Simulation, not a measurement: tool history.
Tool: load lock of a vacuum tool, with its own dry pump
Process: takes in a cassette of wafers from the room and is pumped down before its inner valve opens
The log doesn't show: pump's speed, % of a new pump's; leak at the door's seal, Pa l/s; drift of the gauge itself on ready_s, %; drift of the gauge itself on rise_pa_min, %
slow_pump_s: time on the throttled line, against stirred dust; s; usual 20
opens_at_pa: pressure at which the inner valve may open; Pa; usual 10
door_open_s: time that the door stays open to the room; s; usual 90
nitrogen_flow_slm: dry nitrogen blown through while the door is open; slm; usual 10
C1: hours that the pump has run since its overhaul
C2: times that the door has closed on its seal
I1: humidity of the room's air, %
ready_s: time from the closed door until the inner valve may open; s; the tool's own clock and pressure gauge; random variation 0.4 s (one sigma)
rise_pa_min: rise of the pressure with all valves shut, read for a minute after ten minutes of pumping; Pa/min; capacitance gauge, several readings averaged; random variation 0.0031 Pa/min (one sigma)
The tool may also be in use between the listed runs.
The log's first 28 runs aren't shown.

Run 29, hour 15103.0: usual settings but slow_pump_s 14 s, opens_at_pa 12 Pa, nitrogen_flow_slm 11 slm; C1 11329; C2 68940; I1 44.0. Result: ready_s 40.8 s, rise_pa_min 0.655 Pa/min.
Run 30, hour 15502.1: usual settings but slow_pump_s 18 s, door_open_s 47 s; C1 11728; C2 69754; I1 42.5. Result: ready_s 44.8 s, rise_pa_min 0.677 Pa/min.
Run 31, hour 15914.6: usual settings but door_open_s 47 s, nitrogen_flow_slm 18 slm; C1 12141; C2 70595; I1 43.4. Result: ready_s 46.0 s, rise_pa_min 0.696 Pa/min.
At hour 15971.9: door's seal changed, seat wiped.
At hour 16341.4: dry pump taken out, an overhauled one fitted.
Run 32, hour 16518.8: usual settings but opens_at_pa 18 Pa, nitrogen_flow_slm 7 slm; C1 177; C2 1103; I1 46.4. Result: ready_s 41.5 s, rise_pa_min 0.081 Pa/min.
Run 33, hour 16909.7: usual settings but slow_pump_s 14 s, opens_at_pa 13 Pa; C1 568; C2 1900; I1 47.4. Result: ready_s 38.6 s, rise_pa_min 0.079 Pa/min.
Run 34, hour 17435.9: usual settings but slow_pump_s 18 s, nitrogen_flow_slm 9 slm; C1 1094; C2 2972; I1 46.4. Result: ready_s 42.7 s, rise_pa_min 0.086 Pa/min.
Run 35, hour 17909.0: usual settings but slow_pump_s 28 s; C1 1568; C2 3937; I1 42.1. Result: ready_s 50.1 s, rise_pa_min 0.076 Pa/min.
Run 36, hour 18568.2: usual settings but nitrogen_flow_slm 9 slm; C1 2227; C2 5281; I1 42.5. Result: ready_s 44.2 s, rise_pa_min 0.084 Pa/min.

5 ways to go on from here, each from the tool as it stands after run 36. What would each give?
Run A, hour 19194.8: usual settings but opens_at_pa 12 Pa, nitrogen_flow_slm 35 slm; C1 2853; C2 6559; I1 46.2. Result: ready_s ?, rise_pa_min ?.
Run B, hour 19194.8: usual settings but slow_pump_s 18 s, opens_at_pa 7 Pa, nitrogen_flow_slm 24 slm; C1 2853; C2 6559; I1 43.8. Result: ready_s ?, rise_pa_min ?.
Run C, hour 19194.8: usual settings but door_open_s 145 s, nitrogen_flow_slm 9 slm; C1 2853; C2 6559; I1 42.8. Result: ready_s ?, rise_pa_min ?.
Run D, hour 19194.8: usual settings but opens_at_pa 15 Pa, door_open_s 26 s, nitrogen_flow_slm 9 slm; C1 2853; C2 6559; I1 45.5. Result: ready_s ?, rise_pa_min ?.
Run E, hour 19194.8: usual settings but opens_at_pa 8 Pa, nitrogen_flow_slm 32 slm; C1 2853; C2 6559; I1 43.1. Result: ready_s ?, rise_pa_min ?.

run  ready_s  rise_pa_min
  A     44.1        0.066
  B     43.8        0.072
  C     43.9        0.106
  D     43.4        0.064
  E     45.0        0.066
Without the tool's hidden state the same runs would have given:
run  ready_s  rise_pa_min
  A     43.4        0.044
  B     43.0        0.049
  C     43.2        0.083
  D     42.7        0.041
  E     44.3        0.044
